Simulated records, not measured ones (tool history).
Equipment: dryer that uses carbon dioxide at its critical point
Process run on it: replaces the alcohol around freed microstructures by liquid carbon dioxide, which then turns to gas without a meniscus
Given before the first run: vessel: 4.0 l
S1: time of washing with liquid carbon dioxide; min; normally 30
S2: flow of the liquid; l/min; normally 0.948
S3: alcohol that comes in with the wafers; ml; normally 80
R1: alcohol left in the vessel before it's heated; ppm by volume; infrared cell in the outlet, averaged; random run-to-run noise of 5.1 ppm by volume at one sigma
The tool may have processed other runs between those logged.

{"run": 1, "hour": 0.0, "S1": 30, "S2": 0.948, "S3": 80, "R1": 87}
{"run": 2, "hour": 7.6, "S1": 30, "S2": 1.097, "S3": 80, "R1": 40}
{"run": 3, "hour": 16.2, "S1": 30, "S2": 1.097, "S3": 80, "R1": 48}
{"run": 4, "hour": 24.0, "S1": 30, "S2": 1.097, "S3": 24, "R1": 23}
{"run": 5, "hour": 32.0, "S1": 30, "S2": 1.097, "S3": 24, "R1": 20}
{"run": 6, "hour": 42.6, "S1": 30, "S2": 1.097, "S3": 24, "R1": 33}
{"run": 7, "hour": 54.6, "S1": 30, "S2": 0.948, "S3": 47, "R1": 63}
{"run": 8, "hour": 64.6, "S1": 30, "S2": 0.702, "S3": 47, "R1": 272}
{"run": 9, "hour": 80.9, "S1": 30, "S2": 0.702, "S3": 47, "R1": 278}
{"run": 10, "hour": 88.6, "S1": 32, "S2": 0.948, "S3": 80, "R1": 90}
{"run": 11, "hour": 97.8, "S1": 32, "S2": 0.948, "S3": 80, "R1": 88}
{"run": 12, "hour": 107.1, "S1": 32, "S2": 0.948, "S3": 80, "R1": 92}
{"run": 13, "hour": 116.1, "S1": 30, "S2": 0.948, "S3": 80, "R1": 124}
{"run": 14, "hour": 129.4, "S1": 30, "S2": 0.948, "S3": 80, "R1": 130}
{"run": 15, "hour": 139.2, "S1": 30, "S2": 0.948, "S3": 80, "R1": 135}
{"run": 16, "hour": 149.2, "S1": 30, "S2": 1.045, "S3": 80, "R1": 91}
{"run": 17, "hour": 159.8, "S1": 30, "S2": 0.948, "S3": 80, "R1": 147}
{"run": 18, "hour": 172.6, "S1": 30, "S2": 0.948, "S3": 80, "R1": 148}
{"run": 19, "hour": 187.1, "S1": 37, "S2": 0.948, "S3": 80, "R1": 43}
{"run": 20, "hour": 194.6, "S1": 30, "S2": 0.948, "S3": 80, "R1": 76}
{"run": 21, "hour": 210.5, "S1": 30, "S2": 0.948, "S3": 80, "R1": 90}
{"run": 22, "hour": 223.0, "S1": 30, "S2": 0.948, "S3": 80, "R1": 83}
{"run": 23, "hour": 233.7, "S1": 30, "S2": 0.948, "S3": 80, "R1": 87}
{"run": 24, "hour": 241.3, "S1": 36, "S2": 1.245, "S3": 78, "R1": 26}
{"run": 25, "hour": 250.6, "S1": 24, "S2": 0.939, "S3": 78, "R1": 242}
{"run": 26, "hour": 257.4, "S1": 24, "S2": 0.939, "S3": 78, "R1": 262}
{"run": 27, "hour": 268.2, "S1": 24, "S2": 0.939, "S3": 37, "R1": 141}
{"run": 28, "hour": 276.5, "S1": 24, "S2": 0.939, "S3": 37, "R1": 140}
{"run": 29, "hour": 289.4, "S1": 26, "S2": 0.856, "S3": 67, "R1": 264}
{"run": 30, "hour": 300.7, "S1": 30, "S2": 1.23, "S3": 100, "R1": 37}
{"run": 31, "hour": 311.7, "S1": 39, "S2": 1.491, "S3": 21, "R1": 20}
{"run": 32, "hour": 320.5, "S1": 39, "S2": 1.491, "S3": 21, "R1": 26}
{"run": 33, "hour": 328.5, "S1": 39, "S2": 1.491, "S3": 21, "R1": 22}
{"run": 34, "hour": 337.4, "S1": 39, "S2": 1.491, "S3": 21, "R1": 28}
{"run": 35, "hour": 346.6, "S1": 36, "S2": 1.454, "S3": 21, "R1": 27}
{"run": 36, "hour": 353.9, "S1": 36, "S2": 1.164, "S3": 21, "R1": 22}
{"run": 37, "hour": 369.5, "S1": 36, "S2": 1.164, "S3": 21, "R1": 30}
{"run": 38, "hour": 382.3, "S1": 39, "S2": 1.144, "S3": 47, "R1": 27}
{"run": 39, "hour": 394.7, "S1": 44, "S2": 0.948, "S3": 80, "R1": 41}
{"run": 40, "hour": 411.5, "S1": 30, "S2": 0.635, "S3": 51, "R1": 493}
{"run": 41, "hour": 426.4, "S1": 30, "S2": 0.635, "S3": 51, "R1": 490}
{"run": 42, "hour": 439.1, "S1": 44, "S2": 0.948, "S3": 80, "R1": 40}
{"run": 43, "hour": 453.2, "S1": 30, "S2": 0.948, "S3": 30, "R1": 78}

Put back what was entered between runs (1 entry, withheld): which listed runs does each sit between, and how does the hidden state differ from the listed run before to the listed run after?
Runs 18 to 19: inlet filter changed (hour 186.3)
  flow that reaches the vessel past the clogged filter, %: 86.3 -> 99.2; alcohol in the recycled carbon dioxide, ppm: 16.8 -> 17.5
  measured value less the no-hidden-state value, R1: +86 -> +14 ppm by volume
